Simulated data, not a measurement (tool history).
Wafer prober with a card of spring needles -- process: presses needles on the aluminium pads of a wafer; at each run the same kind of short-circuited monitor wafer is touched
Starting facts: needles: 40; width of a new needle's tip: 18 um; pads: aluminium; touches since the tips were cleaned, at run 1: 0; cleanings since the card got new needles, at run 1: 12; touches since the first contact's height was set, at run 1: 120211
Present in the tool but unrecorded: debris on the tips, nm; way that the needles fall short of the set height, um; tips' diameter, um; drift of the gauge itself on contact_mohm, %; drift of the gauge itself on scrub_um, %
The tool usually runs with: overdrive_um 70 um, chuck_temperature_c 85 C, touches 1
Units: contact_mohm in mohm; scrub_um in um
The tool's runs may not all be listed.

run,hour,overdrive_um,chuck_temperature_c,touches,touches since the tips were cleaned,cleanings since the card got new needles,touches since the first contact's height was set,contact_mohm,scrub_um
1,0,70,85,1,0,12,120211,243,14.82
# hour 13.6: tips cleaned on abrasive film
# hour 25.7: tips cleaned on abrasive film
# hour 37.9: tips cleaned on abrasive film
2,38.9,70,68,1,823,15,150377,273,14.72
# hour 49.7: tips cleaned on abrasive film
# hour 63: tips cleaned on abrasive film
3,70,70,68,1,5507,17,174524,444,14.66
# hour 74: tips cleaned on abrasive film
# hour 86.4: tips cleaned on abrasive film
4,90.2,70,68,1,2987,19,190169,391,14.76
# hour 98: tips cleaned on abrasive film
# hour 98.3: height of the first contact set anew
# hour 110.1: tips cleaned on abrasive film
# hour 121.2: tips cleaned on abrasive film
5,125.3,70,68,1,3238,22,20959,363,14.95
# hour 133.2: tips cleaned on abrasive film
# hour 145.4: tips cleaned on abrasive film
6,154.7,70,68,1,7272,24,43754,447,14.96
# hour 156.8: tips cleaned on abrasive film
# hour 169.1: tips cleaned on abrasive film
7,171.4,70,65,1,1792,26,56635,330,14.89
# hour 180.8: tips cleaned on abrasive film
# hour 192.1: tips cleaned on abrasive film
8,192.1,70,65,1,0,28,72716,252,14.86
# hour 203.9: tips cleaned on abrasive film
# hour 217.2: tips cleaned on abrasive film
# hour 229: tips cleaned on abrasive film
9,232.4,70,33,1,2636,31,103927,343,14.85
# hour 242.1: tips cleaned on abrasive film
# hour 255.6: tips cleaned on abrasive film
# hour 269.3: tips cleaned on abrasive film
10,269.6,70,33,1,198,34,132772,254,14.77
# hour 281.4: tips cleaned on abrasive film
# hour 292.8: tips cleaned on abrasive film
11,292.8,70,33,1,0,36,150769,245,14.74
# hour 305.6: tips cleaned on abrasive film
12,309.8,70,33,1,3309,37,163955,388,14.68
# hour 317.1: tips cleaned on abrasive film
# hour 329.2: tips cleaned on abrasive film
13,339.5,70,33,1,8058,39,187047,486,14.61
# hour 342.4: tips cleaned on abrasive film
# hour 351.2: height of the first contact set anew
# hour 354.1: tips cleaned on abrasive film
# hour 366.9: tips cleaned on abrasive film
14,367.5,70,33,1,462,42,12559,245,14.92
# hour 379.5: tips cleaned on abrasive film
# hour 391.5: tips cleaned on abrasive film
# hour 403.3: tips cleaned on abrasive film
15,404.7,88,85,1,1048,45,41385,267,18.78
# hour 414.6: tips cleaned on abrasive film
# hour 426.8: tips cleaned on abrasive film
16,428.3,70,33,3,1127,47,59659,239,14.88
# hour 437.9: tips cleaned on abrasive film
# hour 450.5: tips cleaned on abrasive film
17,450.5,70,33,3,0,49,76880,224,14.86
# hour 461.5: tips cleaned on abrasive film
# hour 474.8: tips cleaned on abrasive film
18,481.6,70,53,1,5307,51,101027,449,14.76
# hour 486: tips cleaned on abrasive film
# hour 498: tips cleaned on abrasive film
19,500,51,30,2,1581,53,115259,348,10.71
# hour 509.7: tips cleaned on abrasive film
# hour 521.4: tips cleaned on abrasive film
20,526.1,76,107,2,3713,55,135523,306,16.03
# hour 535: tips cleaned on abrasive film
# hour 548.1: tips cleaned on abrasive film
21,558.6,70,71,1,8171,57,160700,494,14.73
# hour 561.2: tips cleaned on abrasive film
# hour 574.3: tips cleaned on abrasive film
# hour 586.5: tips cleaned on abrasive film
# hour 599: tips cleaned on abrasive film
22,599,65,58,3,0,61,191998,236,13.57
# hour 604.5: height of the first contact set anew
# hour 611.8: tips cleaned on abrasive film
# hour 623.6: tips cleaned on abrasive film
23,623.6,51,88,1,0,63,14758,269,10.88
# hour 637.3: tips cleaned on abrasive film
# hour 648.3: tips cleaned on abrasive film
24,659.2,83,33,1,8476,65,42397,412,17.79
# hour 662: tips cleaned on abrasive film
# hour 673.5: tips cleaned on abrasive film
# hour 684.6: tips cleaned on abrasive film
25,690.3,70,83,1,4472,68,66473,443,14.88
# hour 697.1: tips cleaned on abrasive film
# hour 710.8: tips cleaned on abrasive film
26,718.8,69,40,3,6188,70,88555,320,14.65

Forecast run 27:
# hour 723.5: tips cleaned on abrasive film
# hour 736.2: tips cleaned on abrasive film
27,736.2,69,40,3,0,72,102057,?,?

{"run 27": {"contact_mohm": 223, "scrub_um": 14.65}}
Had the tool carried no hidden state, the very same run would have given contact_mohm 216 mohm, scrub_um 14.8 um.
